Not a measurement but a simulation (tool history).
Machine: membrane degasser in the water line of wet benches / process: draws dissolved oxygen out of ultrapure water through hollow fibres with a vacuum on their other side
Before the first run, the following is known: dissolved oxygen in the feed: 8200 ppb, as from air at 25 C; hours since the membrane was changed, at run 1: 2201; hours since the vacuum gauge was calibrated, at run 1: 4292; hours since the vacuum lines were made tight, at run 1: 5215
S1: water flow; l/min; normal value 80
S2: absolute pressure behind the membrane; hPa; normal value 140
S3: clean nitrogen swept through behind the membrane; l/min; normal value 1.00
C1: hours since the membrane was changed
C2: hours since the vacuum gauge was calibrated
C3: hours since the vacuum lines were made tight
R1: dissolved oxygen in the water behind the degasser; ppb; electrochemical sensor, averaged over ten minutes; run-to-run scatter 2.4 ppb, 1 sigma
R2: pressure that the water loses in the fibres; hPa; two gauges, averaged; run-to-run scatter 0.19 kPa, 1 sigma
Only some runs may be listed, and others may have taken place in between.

run	hour	S1	S2	S3	C1	C2	C3	R1	R2
1	0.0	80	140	1.00	2201	4292	5215	1311.8	603.4
2	43.1	80	140	1.00	2244	4335	5258	1311.6	609.0
3	139.7	80	140	1.00	2341	4431	5354	1311.1	607.1
4	225.3	65	140	1.00	2426	4517	5440	1150.8	492.1
5	320.8	65	140	1.00	2522	4612	5535	1150.6	490.7
6	411.7	65	140	1.00	2613	4703	5626	1145.2	494.3
7	492.3	80	140	0.52	2693	4784	5707	1871.5	604.7
8	589.2	119	140	0.52	2790	4881	5804	2249.8	902.4
9	642.8	80	140	1.00	2844	4934	5857	1312.8	609.8
10	712.3	80	140	1.00	2913	5004	5927	1314.2	607.6
11	773.9	80	111	0.44	2975	5065	5988	1554.5	607.8
12	831.5	80	111	0.44	3033	5123	6046	1555.8	609.9
13	923.5	62	111	0.55	3124	5215	6138	1213.6	473.0
14	1020.2	80	143	1.00	3221	5312	6235	1343.5	611.6
# hour 1025.7: vacuum gauge calibrated
15	1076.3	80	225	1.03	3277	51	6290	2097.2	609.4
16	1140.9	123	225	0.71	3341	115	6355	3136.2	935.3
17	1239.5	103	140	2.22	3440	214	6454	930.5	785.4
18	1324.3	108	206	2.83	3525	299	6538	1227.2	824.6
19	1425.1	67	117	0.41	3626	399	6639	1576.1	512.2
20	1509.3	84	117	0.98	3710	484	6723	1129.1	640.8

Table of differences, measured result less the result of that run with no hidden state. Run-to-run variation is the same in both. Gauge scatter possibly is not:
The hidden state here: membrane still open, %; true pressure behind the membrane over the reading, kPa; air that leaks in behind the membrane, l/min; drift of the gauge itself on oxygen_ppb, %; drift of the gauge itself on loss_of_pressure_kpa, %.
run	R1	R2
1	+19.2	+6.9
2	+19.3	+7.1
3	+19.8	+7.4
4	+19.0	+6.2
5	+19.4	+6.5
6	+19.7	+6.7
7	+18.3	+8.5
8	+22.9	+13.1
9	+22.2	+9.1
10	+22.5	+9.3
11	+25.9	+9.4
12	+26.1	+9.7
13	+24.6	+7.8
14	+23.7	+10.3
15	+22.4	+10.5
16	+18.7	+16.5
17	+26.4	+14.3
18	+23.3	+15.4
19	+31.4	+9.8
20	+34.8	+12.5
